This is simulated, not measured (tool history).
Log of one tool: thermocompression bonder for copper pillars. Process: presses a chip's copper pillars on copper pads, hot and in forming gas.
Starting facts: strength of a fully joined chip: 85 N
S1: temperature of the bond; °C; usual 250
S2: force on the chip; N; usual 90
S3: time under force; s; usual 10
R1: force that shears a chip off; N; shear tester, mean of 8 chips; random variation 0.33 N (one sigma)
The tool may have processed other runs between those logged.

run 1 hour=0.0 | S1=250 S2=90 S3=10 | R1=28.4
run 2 hour=24.9 | S1=250 S2=90 S3=10 | R1=28.6
run 3 hour=39.8 | S1=250 S2=105 S3=10 | R1=31.5
run 4 hour=60.5 | S1=250 S2=90 S3=10 | R1=28.4
run 5 hour=80.5 | S1=250 S2=90 S3=10 | R1=28.7
-- hour=85.9 forming gas filter changed
run 6 hour=108.5 | S1=250 S2=90 S3=10 | R1=28.1
run 7 hour=131.7 | S1=250 S2=90 S3=10 | R1=28.8
run 8 hour=157.8 | S1=250 S2=90 S3=10 | R1=28.6
run 9 hour=173.5 | S1=250 S2=90 S3=27 | R1=40.9
run 10 hour=191.9 | S1=250 S2=90 S3=10 | R1=28.1
run 11 hour=211.5 | S1=250 S2=90 S3=10 | R1=28.4
run 12 hour=237.7 | S1=278 S2=90 S3=10 | R1=44.6
run 13 hour=263.3 | S1=250 S2=85 S3=10 | R1=27.2
run 14 hour=291.6 | S1=250 S2=90 S3=10 | R1=27.9
run 15 hour=306.2 | S1=264 S2=90 S3=10 | R1=34.8
run 16 hour=327.5 | S1=250 S2=90 S3=10 | R1=27.4
run 17 hour=353.8 | S1=260 S2=90 S3=10 | R1=33.0
run 18 hour=367.7 | S1=250 S2=59 S3=10 | R1=20.6
run 19 hour=381.3 | S1=273 S2=90 S3=10 | R1=40.7
run 20 hour=397.0 | S1=250 S2=107 S3=21 | R1=39.7
run 21 hour=418.4 | S1=250 S2=86 S3=24 | R1=36.9
-- hour=422.1 force cell calibrated
-- hour=432.6 forming gas filter changed
run 22 hour=433.4 | S1=250 S2=86 S3=24 | R1=38.9
run 23 hour=457.4 | S1=255 S2=86 S3=8 | R1=26.8
run 24 hour=473.3 | S1=260 S2=86 S3=15 | R1=38.0
run 25 hour=497.2 | S1=273 S2=90 S3=22 | R1=53.2
run 26 hour=508.7 | S1=255 S2=92 S3=21 | R1=39.8
run 27 hour=523.4 | S1=264 S2=62 S3=5 | R1=20.9
-- hour=541.2 force cell calibrated, once more
run 28 hour=550.5 | S1=250 S2=90 S3=11 | R1=28.3
run 29 hour=563.0 | S1=223 S2=61 S3=11 | R1=11.5
run 30 hour=578.2 | S1=223 S2=61 S3=11 | R1=11.9
run 31 hour=590.5 | S1=250 S2=65 S3=10 | R1=21.8
run 32 hour=605.3 | S1=277 S2=65 S3=9 | R1=33.9
run 33 hour=624.3 | S1=272 S2=134 S3=5 | R1=38.4
run 34 hour=644.3 | S1=250 S2=116 S3=10 | R1=31.4
run 35 hour=671.8 | S1=227 S2=116 S3=17 | R1=24.9
run 36 hour=692.0 | S1=275 S2=113 S3=17 | R1=53.7

Consider 5 possible next runs. They are alternatives, not a sequence: every one starts from the tool as it was left by run 36. What does each give?
run A hour=708.5 | S1=250 S2=90 S3=10 | R1=?
run B hour=708.5 | S1=240 S2=71 S3=17 | R1=?
run C hour=708.5 | S1=224 S2=56 S3=23 | R1=?
run D hour=708.5 | S1=275 S2=84 S3=17 | R1=?
run E hour=708.5 | S1=236 S2=90 S3=6 | R1=?

run=A R1=26.8
run=B R1=22.9
run=C R1=15.5
run=D R1=47.3
run=E R1=15.7
Take away the tool's hidden state, keep each run's random variation, and the runs would have read:
run=A R1=30.3
run=B R1=26.2
run=C R1=18.0
run=D R1=52.0
run=E R1=18.1
